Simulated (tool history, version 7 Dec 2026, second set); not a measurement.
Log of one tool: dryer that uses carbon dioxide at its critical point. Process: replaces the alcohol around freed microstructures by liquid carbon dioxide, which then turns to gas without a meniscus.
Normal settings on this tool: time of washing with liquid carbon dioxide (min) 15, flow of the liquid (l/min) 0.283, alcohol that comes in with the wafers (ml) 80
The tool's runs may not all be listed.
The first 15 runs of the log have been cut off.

run,hour,time of washing with liquid carbon dioxide (min),flow of the liquid (l/min),alcohol that comes in with the wafers (ml),hours of work since the filter was changed,hours of work since the purifier's bed was changed,alcohol left in the vessel before it's heated (ppm by volume)
16,197.7,15,0.283,80,23,215,527
17,209.3,15,0.283,80,27,220,552
18,218.2,9,0.283,80,31,224,4887
19,234.5,9,0.283,80,38,231,4993
20,249.4,9,0.283,80,44,237,5109
21,261.6,9,0.283,80,50,242,5120
22,274.9,9,0.283,80,55,248,5213
23,290.5,20,0.283,44,62,254,145
24,306.3,15,0.207,58,69,261,2136
25,317.8,15,0.203,23,73,266,978
26,331.9,13,0.248,80,79,272,2382
27,344.3,13,0.248,80,85,277,2531
28,356.5,24,0.42,27,90,282,110
29,364.2,24,0.199,27,93,285,246
30,372.2,21,0.241,62,96,289,284
31,382.8,9,0.353,80,101,293,2446
32,391.2,20,0.199,30,104,297,494
33,403.9,12,0.238,36,110,302,2039
34,418.4,12,0.238,36,116,308,2028
35,432.6,13,0.21,118,122,314,8065

Forecast run 36:
36,446.4,12,0.283,23,128,320,?

For run 36 the tool returned alcohol left in the vessel before it's heated (ppm by volume) 746.
Without the tool's hidden state the same run would have given alcohol left in the vessel before it's heated (ppm by volume) 402.
